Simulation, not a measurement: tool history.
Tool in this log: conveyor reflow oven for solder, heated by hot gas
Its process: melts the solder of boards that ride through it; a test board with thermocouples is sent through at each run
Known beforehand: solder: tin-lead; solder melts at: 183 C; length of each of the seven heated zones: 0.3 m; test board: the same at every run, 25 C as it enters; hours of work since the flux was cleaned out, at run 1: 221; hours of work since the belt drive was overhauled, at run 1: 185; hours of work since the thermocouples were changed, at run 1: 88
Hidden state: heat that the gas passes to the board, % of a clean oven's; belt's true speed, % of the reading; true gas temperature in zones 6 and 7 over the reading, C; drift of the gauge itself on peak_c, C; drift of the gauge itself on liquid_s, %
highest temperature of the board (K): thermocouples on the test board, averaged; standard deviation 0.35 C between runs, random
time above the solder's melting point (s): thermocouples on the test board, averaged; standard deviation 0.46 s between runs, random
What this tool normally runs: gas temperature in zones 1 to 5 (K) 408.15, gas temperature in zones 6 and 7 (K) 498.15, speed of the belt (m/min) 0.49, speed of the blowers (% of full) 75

| run | hour | gas temperature in zones 1 to 5 (K) | gas temperature in zones 6 and 7 (K) | speed of the belt (m/min) | speed of the blowers (% of full) | hours of work since the flux was cleaned out | hours of work since the belt drive was overhauled | hours of work since the thermocouples were changed | highest temperature of the board (K) | time above the solder's melting point (s) |
|---|---|---|---|---|---|---|---|---|---|---|
| 1 | 0 | 408.15 | 498.15 | 0.49 | 75 | 221 | 185 | 88 | 474.05 | 37 |
| 2 | 5.3 | 408.15 | 494.15 | 0.49 | 75 | 223 | 187 | 91 | 472.25 | 32.6 |
| 3 | 13.3 | 408.15 | 494.15 | 0.49 | 75 | 227 | 191 | 95 | 471.35 | 33.1 |
| 4 | 19.2 | 408.15 | 494.15 | 0.49 | 75 | 230 | 194 | 97 | 471.65 | 31.7 |
| 5 | 27.8 | 408.15 | 494.15 | 0.49 | 75 | 234 | 197 | 101 | 470.75 | 33 |
|  | 33.3 | flux residue cleaned out of gas plates and filters |
| 6 | 40.1 | 408.15 | 494.15 | 0.49 | 78 | 3 | 201 | 104 | 471.55 | 33.3 |
| 7 | 44.2 | 408.15 | 510.15 | 0.49 | 75 | 5 | 203 | 106 | 483.95 | 45.5 |
| 8 | 48.6 | 408.15 | 510.15 | 0.49 | 75 | 7 | 205 | 108 | 483.05 | 46.3 |
| 9 | 56.2 | 418.15 | 496.15 | 0.427 | 73 | 10 | 208 | 112 | 478.55 | 52.4 |
| 10 | 61.7 | 422.15 | 498.15 | 0.49 | 66 | 13 | 211 | 114 | 474.95 | 40.9 |
| 11 | 65.9 | 408.15 | 498.15 | 0.49 | 80 | 15 | 212 | 116 | 475.85 | 37.8 |
| 12 | 72.4 | 396.15 | 498.15 | 0.49 | 80 | 18 | 215 | 119 | 472.25 | 30.9 |
| 13 | 78 | 396.15 | 498.15 | 0.49 | 80 | 20 | 218 | 122 | 472.65 | 31 |
| 14 | 87.2 | 408.15 | 498.15 | 0.399 | 75 | 24 | 222 | 126 | 480.85 | 55.8 |
|  | 95.3 | flux residue cleaned out of gas plates and filters, once more |
| 15 | 99.3 | 419.15 | 498.15 | 0.471 | 75 | 2 | 225 | 129 | 478.95 | 49 |
| 16 | 107.1 | 405.15 | 490.15 | 0.481 | 67 | 5 | 229 | 133 | 467.35 | 25.1 |

Alternative continuations, all from the tool just after run 16; predict every row:
| A | 113.2 | 405.15 | 503.15 | 0.487 | 67 | 8 | 232 | 135 | ? | ? |
| B | 113.2 | 408.15 | 498.15 | 0.49 | 75 | 8 | 232 | 135 | ? | ? |
| C | 113.2 | 408.15 | 498.15 | 0.49 | 65 | 8 | 232 | 135 | ? | ? |
| D | 113.2 | 405.15 | 486.15 | 0.446 | 53 | 8 | 232 | 135 | ? | ? |
| E | 113.2 | 408.15 | 498.15 | 0.405 | 75 | 8 | 232 | 135 | ? | ? |

| run | highest temperature of the board (K) | time above the solder's melting point (s) |
|---|---|---|
| A | 477.15 | 38.5 |
| B | 475.55 | 38.6 |
| C | 472.45 | 33.2 |
| D | 461.75 | 15.1 |
| E | 481.65 | 56.7 |
Without the tool's unlogged condition, the same runs would have read:
| run | highest temperature of the board (K) | time above the solder's melting point (s) |
|---|---|---|
| A | 477.85 | 39.2 |
| B | 476.25 | 39.3 |
| C | 473.05 | 34 |
| D | 462.35 | 16.5 |
| E | 482.35 | 57.3 |

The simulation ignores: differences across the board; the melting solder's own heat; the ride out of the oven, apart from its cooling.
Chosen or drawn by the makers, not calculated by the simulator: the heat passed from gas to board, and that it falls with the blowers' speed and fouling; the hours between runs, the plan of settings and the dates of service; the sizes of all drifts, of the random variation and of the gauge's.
